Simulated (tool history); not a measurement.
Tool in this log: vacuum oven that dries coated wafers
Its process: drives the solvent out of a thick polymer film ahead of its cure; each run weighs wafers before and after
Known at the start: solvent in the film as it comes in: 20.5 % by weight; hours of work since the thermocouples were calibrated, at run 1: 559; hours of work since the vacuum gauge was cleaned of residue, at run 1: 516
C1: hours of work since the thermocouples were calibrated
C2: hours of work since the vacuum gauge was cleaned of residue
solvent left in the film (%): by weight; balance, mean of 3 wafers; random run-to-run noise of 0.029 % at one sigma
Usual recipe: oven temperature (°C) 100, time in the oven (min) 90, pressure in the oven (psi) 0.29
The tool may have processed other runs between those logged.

{"run": 1, "hour": 0.0, "oven temperature (°C)": 100, "time in the oven (min)": 90, "pressure in the oven (psi)": 0.29, "C1": 559, "C2": 516, "solvent left in the film (%)": 2.47}
{"run": 2, "hour": 16.6, "oven temperature (°C)": 100, "time in the oven (min)": 90, "pressure in the oven (psi)": 0.242, "C1": 571, "C2": 528, "solvent left in the film (%)": 2.25}
{"run": 3, "hour": 32.5, "oven temperature (°C)": 88, "time in the oven (min)": 90, "pressure in the oven (psi)": 0.29, "C1": 583, "C2": 540, "solvent left in the film (%)": 5.46}
{"run": 4, "hour": 49.7, "oven temperature (°C)": 88, "time in the oven (min)": 70, "pressure in the oven (psi)": 0.29, "C1": 595, "C2": 552, "solvent left in the film (%)": 6.78}
{"run": 5, "hour": 59.1, "oven temperature (°C)": 88, "time in the oven (min)": 70, "pressure in the oven (psi)": 0.29, "C1": 602, "C2": 559, "solvent left in the film (%)": 6.72}
{"run": 6, "hour": 69.1, "oven temperature (°C)": 100, "time in the oven (min)": 154, "pressure in the oven (psi)": 0.29, "C1": 609, "C2": 566, "solvent left in the film (%)": 1.44}
{"run": 7, "hour": 89.4, "oven temperature (°C)": 100, "time in the oven (min)": 154, "pressure in the oven (psi)": 0.29, "C1": 624, "C2": 581, "solvent left in the film (%)": 1.39}
{"run": 8, "hour": 102.9, "oven temperature (°C)": 109, "time in the oven (min)": 90, "pressure in the oven (psi)": 0.29, "C1": 634, "C2": 590, "solvent left in the film (%)": 1.19}
{"run": 9, "hour": 115.2, "oven temperature (°C)": 109, "time in the oven (min)": 90, "pressure in the oven (psi)": 0.29, "C1": 642, "C2": 599, "solvent left in the film (%)": 1.22}
{"run": 10, "hour": 125.2, "oven temperature (°C)": 109, "time in the oven (min)": 90, "pressure in the oven (psi)": 0.29, "C1": 650, "C2": 607, "solvent left in the film (%)": 1.26}
{"run": 11, "hour": 136.4, "oven temperature (°C)": 109, "time in the oven (min)": 90, "pressure in the oven (psi)": 0.29, "C1": 658, "C2": 615, "solvent left in the film (%)": 1.23}
{"run": 12, "hour": 146.8, "oven temperature (°C)": 93, "time in the oven (min)": 90, "pressure in the oven (psi)": 0.29, "C1": 665, "C2": 622, "solvent left in the film (%)": 4.05}
{"run": 13, "hour": 161.2, "oven temperature (°C)": 110, "time in the oven (min)": 90, "pressure in the oven (psi)": 0.29, "C1": 676, "C2": 633, "solvent left in the film (%)": 1.16}
{"run": 14, "hour": 177.0, "oven temperature (°C)": 110, "time in the oven (min)": 90, "pressure in the oven (psi)": 0.29, "C1": 687, "C2": 644, "solvent left in the film (%)": 1.15}
{"run": 15, "hour": 189.1, "oven temperature (°C)": 100, "time in the oven (min)": 90, "pressure in the oven (psi)": 0.29, "C1": 696, "C2": 653, "solvent left in the film (%)": 2.57}
{"run": 16, "hour": 209.9, "oven temperature (°C)": 100, "time in the oven (min)": 90, "pressure in the oven (psi)": 0.29, "C1": 711, "C2": 668, "solvent left in the film (%)": 2.44}
{"run": 17, "hour": 221.0, "oven temperature (°C)": 100, "time in the oven (min)": 53, "pressure in the oven (psi)": 0.29, "C1": 719, "C2": 676, "solvent left in the film (%)": 4.85}
{"run": 18, "hour": 229.5, "oven temperature (°C)": 100, "time in the oven (min)": 53, "pressure in the oven (psi)": 0.29, "C1": 725, "C2": 682, "solvent left in the film (%)": 4.85}
{"run": 19, "hour": 246.5, "oven temperature (°C)": 100, "time in the oven (min)": 53, "pressure in the oven (psi)": 0.29, "C1": 737, "C2": 694, "solvent left in the film (%)": 4.85}
{"run": 20, "hour": 263.3, "oven temperature (°C)": 113, "time in the oven (min)": 90, "pressure in the oven (psi)": 0.29, "C1": 749, "C2": 706, "solvent left in the film (%)": 0.95}
{"run": 21, "hour": 272.0, "oven temperature (°C)": 100, "time in the oven (min)": 90, "pressure in the oven (psi)": 0.29, "C1": 756, "C2": 713, "solvent left in the film (%)": 2.54}
{"run": 22, "hour": 285.8, "oven temperature (°C)": 100, "time in the oven (min)": 96, "pressure in the oven (psi)": 0.29, "C1": 766, "C2": 723, "solvent left in the film (%)": 2.33}
{"run": 23, "hour": 295.2, "oven temperature (°C)": 100, "time in the oven (min)": 96, "pressure in the oven (psi)": 0.29, "C1": 773, "C2": 729, "solvent left in the film (%)": 2.29}
{"run": 24, "hour": 306.4, "oven temperature (°C)": 104, "time in the oven (min)": 81, "pressure in the oven (psi)": 0.352, "C1": 781, "C2": 737, "solvent left in the film (%)": 2.36}
{"run": 25, "hour": 318.6, "oven temperature (°C)": 93, "time in the oven (min)": 152, "pressure in the oven (psi)": 0.336, "C1": 789, "C2": 746, "solvent left in the film (%)": 2.56}
{"run": 26, "hour": 336.2, "oven temperature (°C)": 93, "time in the oven (min)": 123, "pressure in the oven (psi)": 0.187, "C1": 802, "C2": 759, "solvent left in the film (%)": 2.35}
{"run": 27, "hour": 350.8, "oven temperature (°C)": 92, "time in the oven (min)": 123, "pressure in the oven (psi)": 1.047, "C1": 813, "C2": 770, "solvent left in the film (%)": 6.77}
{"run": 28, "hour": 368.0, "oven temperature (°C)": 100, "time in the oven (min)": 125, "pressure in the oven (psi)": 1.125, "C1": 825, "C2": 782, "solvent left in the film (%)": 4.94}
{"run": 29, "hour": 380.2, "oven temperature (°C)": 100, "time in the oven (min)": 125, "pressure in the oven (psi)": 1.125, "C1": 834, "C2": 791, "solvent left in the film (%)": 4.98}
{"run": 30, "hour": 389.2, "oven temperature (°C)": 100, "time in the oven (min)": 49, "pressure in the oven (psi)": 1.125, "C1": 840, "C2": 797, "solvent left in the film (%)": 7.89}
{"run": 31, "hour": 409.1, "oven temperature (°C)": 100, "time in the oven (min)": 49, "pressure in the oven (psi)": 1.125, "C1": 855, "C2": 812, "solvent left in the film (%)": 7.99}
{"run": 32, "hour": 418.2, "oven temperature (°C)": 100, "time in the oven (min)": 49, "pressure in the oven (psi)": 1.125, "C1": 861, "C2": 818, "solvent left in the film (%)": 8.02}
{"run": 33, "hour": 434.5, "oven temperature (°C)": 100, "time in the oven (min)": 49, "pressure in the oven (psi)": 1.125, "C1": 873, "C2": 830, "solvent left in the film (%)": 7.93}
{"run": 34, "hour": 445.3, "oven temperature (°C)": 100, "time in the oven (min)": 49, "pressure in the oven (psi)": 1.125, "C1": 881, "C2": 838, "solvent left in the film (%)": 7.98}
{"run": 35, "hour": 458.5, "oven temperature (°C)": 100, "time in the oven (min)": 92, "pressure in the oven (psi)": 0.29, "C1": 890, "C2": 847, "solvent left in the film (%)": 2.47}
{"run": 36, "hour": 470.3, "oven temperature (°C)": 105, "time in the oven (min)": 90, "pressure in the oven (psi)": 0.785, "C1": 899, "C2": 856, "solvent left in the film (%)": 3.36}
{"run": 37, "hour": 489.2, "oven temperature (°C)": 100, "time in the oven (min)": 93, "pressure in the oven (psi)": 0.336, "C1": 913, "C2": 869, "solvent left in the film (%)": 2.7}
{"run": 38, "hour": 503.4, "oven temperature (°C)": 110, "time in the oven (min)": 93, "pressure in the oven (psi)": 0.336, "C1": 923, "C2": 880, "solvent left in the film (%)": 1.32}
{"run": 39, "hour": 520.2, "oven temperature (°C)": 110, "time in the oven (min)": 93, "pressure in the oven (psi)": 0.336, "C1": 935, "C2": 892, "solvent left in the film (%)": 1.28}
{"run": 40, "hour": 534.6, "oven temperature (°C)": 92, "time in the oven (min)": 118, "pressure in the oven (psi)": 0.149, "C1": 945, "C2": 902, "solvent left in the film (%)": 2.61}
{"run": 41, "hour": 545.5, "oven temperature (°C)": 112, "time in the oven (min)": 118, "pressure in the oven (psi)": 0.149, "C1": 953, "C2": 910, "solvent left in the film (%)": 0.5}
{"run": 42, "hour": 560.2, "oven temperature (°C)": 97, "time in the oven (min)": 118, "pressure in the oven (psi)": 0.332, "C1": 964, "C2": 921, "solvent left in the film (%)": 2.41}
{"run": 43, "hour": 578.7, "oven temperature (°C)": 97, "time in the oven (min)": 118, "pressure in the oven (psi)": 0.332, "C1": 977, "C2": 934, "solvent left in the film (%)": 2.5}
{"run": 44, "hour": 588.1, "oven temperature (°C)": 98, "time in the oven (min)": 130, "pressure in the oven (psi)": 0.29, "C1": 984, "C2": 941, "solvent left in the film (%)": 1.99}
{"run": 45, "hour": 596.9, "oven temperature (°C)": 89, "time in the oven (min)": 90, "pressure in the oven (psi)": 0.29, "C1": 990, "C2": 947, "solvent left in the film (%)": 5.27}
{"run": 46, "hour": 616.8, "oven temperature (°C)": 111, "time in the oven (min)": 150, "pressure in the oven (psi)": 0.29, "C1": 1005, "C2": 962, "solvent left in the film (%)": 0.84}

Forecast each of these 5 alternatives for the next run:
{"run": "A", "hour": 630.2, "oven temperature (°C)": 112, "time in the oven (min)": 104, "pressure in the oven (psi)": 0.164, "C1": 1014, "C2": 971, "solvent left in the film (%)": "?"}
{"run": "B", "hour": 630.2, "oven temperature (°C)": 111, "time in the oven (min)": 76, "pressure in the oven (psi)": 0.348, "C1": 1014, "C2": 971, "solvent left in the film (%)": "?"}
{"run": "C", "hour": 630.2, "oven temperature (°C)": 97, "time in the oven (min)": 105, "pressure in the oven (psi)": 0.235, "C1": 1014, "C2": 971, "solvent left in the film (%)": "?"}
{"run": "D", "hour": 630.2, "oven temperature (°C)": 91, "time in the oven (min)": 57, "pressure in the oven (psi)": 1.031, "C1": 1014, "C2": 971, "solvent left in the film (%)": "?"}
{"run": "E", "hour": 630.2, "oven temperature (°C)": 102, "time in the oven (min)": 90, "pressure in the oven (psi)": 0.29, "C1": 1014, "C2": 971, "solvent left in the film (%)": "?"}

run=A solvent_left_in_the_film_(%)=0.63
run=B solvent_left_in_the_film_(%)=1.56
run=C solvent_left_in_the_film_(%)=2.45
run=D solvent_left_in_the_film_(%)=10.05
run=E solvent_left_in_the_film_(%)=2.23
Had the tool no hidden state, the same runs would have come out as:
run=A solvent_left_in_the_film_(%)=0.54
run=B solvent_left_in_the_film_(%)=1.38
run=C solvent_left_in_the_film_(%)=2.16
run=D solvent_left_in_the_film_(%)=9.53
run=E solvent_left_in_the_film_(%)=1.97

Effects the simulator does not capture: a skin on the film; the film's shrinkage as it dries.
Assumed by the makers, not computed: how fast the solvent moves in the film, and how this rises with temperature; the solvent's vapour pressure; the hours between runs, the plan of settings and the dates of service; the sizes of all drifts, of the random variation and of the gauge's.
